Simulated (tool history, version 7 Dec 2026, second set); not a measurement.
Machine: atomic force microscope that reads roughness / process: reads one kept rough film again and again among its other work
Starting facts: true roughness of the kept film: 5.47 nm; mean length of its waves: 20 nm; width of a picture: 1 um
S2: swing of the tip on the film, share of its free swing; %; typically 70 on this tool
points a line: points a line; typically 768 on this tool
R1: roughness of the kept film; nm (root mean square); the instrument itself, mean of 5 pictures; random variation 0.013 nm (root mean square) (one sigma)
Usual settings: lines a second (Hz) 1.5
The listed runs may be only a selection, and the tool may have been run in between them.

{"run": 1, "day": 0.0, "lines a second (Hz)": 1.5, "S2": 70, "points a line": 768, "R1": 2.183}
{"run": 2, "day": 0.204, "lines a second (Hz)": 1.5, "S2": 70, "points a line": 768, "R1": 2.166}
{"run": 3, "day": 0.462, "lines a second (Hz)": 1.5, "S2": 70, "points a line": 768, "R1": 2.168}
{"run": 4, "day": 0.825, "lines a second (Hz)": 1.5, "S2": 70, "points a line": 768, "R1": 2.156}
{"run": 5, "day": 1.154, "lines a second (Hz)": 1.5, "S2": 70, "points a line": 768, "R1": 2.134}
{"run": 6, "day": 1.612, "lines a second (Hz)": 1.5, "S2": 70, "points a line": 264, "R1": 2.066}
{"run": 7, "day": 2.079, "lines a second (Hz)": 1.5, "S2": 70, "points a line": 264, "R1": 2.047}
{"run": 8, "day": 2.438, "lines a second (Hz)": 1.5, "S2": 70, "points a line": 768, "R1": 2.072}
{"run": 9, "day": 2.721, "lines a second (Hz)": 1.5, "S2": 70, "points a line": 768, "R1": 2.067}
{"run": 10, "day": 3.221, "lines a second (Hz)": 0.63, "S2": 70, "points a line": 768, "R1": 2.164}
{"run": 11, "day": 3.671, "lines a second (Hz)": 0.63, "S2": 70, "points a line": 768, "R1": 2.155}
{"day": 3.958, "done": "new tip fitted"}
{"run": 12, "day": 4.125, "lines a second (Hz)": 0.63, "S2": 70, "points a line": 768, "R1": 3.28}
{"run": 13, "day": 4.379, "lines a second (Hz)": 1.46, "S2": 70, "points a line": 768, "R1": 3.117}
{"run": 14, "day": 4.642, "lines a second (Hz)": 1.46, "S2": 70, "points a line": 768, "R1": 3.095}
{"run": 15, "day": 5.042, "lines a second (Hz)": 1.46, "S2": 70, "points a line": 768, "R1": 3.044}
{"run": 16, "day": 5.504, "lines a second (Hz)": 1.5, "S2": 70, "points a line": 768, "R1": 3.003}
{"run": 17, "day": 5.9, "lines a second (Hz)": 1.5, "S2": 70, "points a line": 768, "R1": 2.966}
{"run": 18, "day": 6.388, "lines a second (Hz)": 1.5, "S2": 70, "points a line": 768, "R1": 2.94}
{"run": 19, "day": 6.717, "lines a second (Hz)": 0.81, "S2": 72, "points a line": 463, "R1": 2.987}
{"run": 20, "day": 7.083, "lines a second (Hz)": 3.57, "S2": 82, "points a line": 271, "R1": 2.126}
{"day": 7.167, "done": "height scale calibrated on a step standard"}
{"run": 21, "day": 7.6, "lines a second (Hz)": 1.5, "S2": 83, "points a line": 317, "R1": 2.557}
{"run": 22, "day": 7.812, "lines a second (Hz)": 1.14, "S2": 70, "points a line": 714, "R1": 2.868}
{"run": 23, "day": 8.062, "lines a second (Hz)": 0.65, "S2": 70, "points a line": 342, "R1": 2.91}
{"run": 24, "day": 8.312, "lines a second (Hz)": 2.92, "S2": 85, "points a line": 445, "R1": 2.115}
{"day": 8.821, "done": "height scale calibrated on a step standard, once more"}
{"run": 25, "day": 8.833, "lines a second (Hz)": 0.72, "S2": 77, "points a line": 417, "R1": 2.826}
{"run": 26, "day": 9.192, "lines a second (Hz)": 2.03, "S2": 70, "points a line": 768, "R1": 2.661}
{"run": 27, "day": 9.579, "lines a second (Hz)": 1.7, "S2": 62, "points a line": 768, "R1": 2.782}
{"run": 28, "day": 10.033, "lines a second (Hz)": 2.44, "S2": 62, "points a line": 768, "R1": 2.687}
{"run": 29, "day": 10.45, "lines a second (Hz)": 0.6, "S2": 63, "points a line": 338, "R1": 2.79}
{"run": 30, "day": 10.871, "lines a second (Hz)": 0.6, "S2": 63, "points a line": 338, "R1": 2.739}
{"run": 31, "day": 11.312, "lines a second (Hz)": 0.6, "S2": 56, "points a line": 474, "R1": 2.761}
{"run": 32, "day": 11.658, "lines a second (Hz)": 1.27, "S2": 57, "points a line": 605, "R1": 2.72}
{"run": 33, "day": 11.883, "lines a second (Hz)": 1.5, "S2": 70, "points a line": 632, "R1": 2.527}
{"run": 34, "day": 12.154, "lines a second (Hz)": 1.1, "S2": 57, "points a line": 276, "R1": 2.603}

Run by run, hidden condition taken away, random variation retained:
Hidden state present: radius of the tip, nm; height scale over the true one, %; drift of the gauge itself on roughness_nm, %.
run=1 R1=3.207
run=2 R1=3.195
run=3 R1=3.213
run=4 R1=3.219
run=5 R1=3.204
run=6 R1=3.135
run=7 R1=3.135
run=8 R1=3.202
run=9 R1=3.209
run=10 R1=3.393
run=11 R1=3.409
run=12 R1=3.376
run=13 R1=3.23
run=14 R1=3.231
run=15 R1=3.215
run=16 R1=3.214
run=17 R1=3.212
run=18 R1=3.226
run=19 R1=3.311
run=20 R1=2.381
run=21 R1=2.903
run=22 R1=3.279
run=23 R1=3.345
run=24 R1=2.447
run=25 R1=3.297
run=26 R1=3.134
run=27 R1=3.313
run=28 R1=3.239
run=29 R1=3.401
run=30 R1=3.378
run=31 R1=3.449
run=32 R1=3.427
run=33 R1=3.203
run=34 R1=3.321
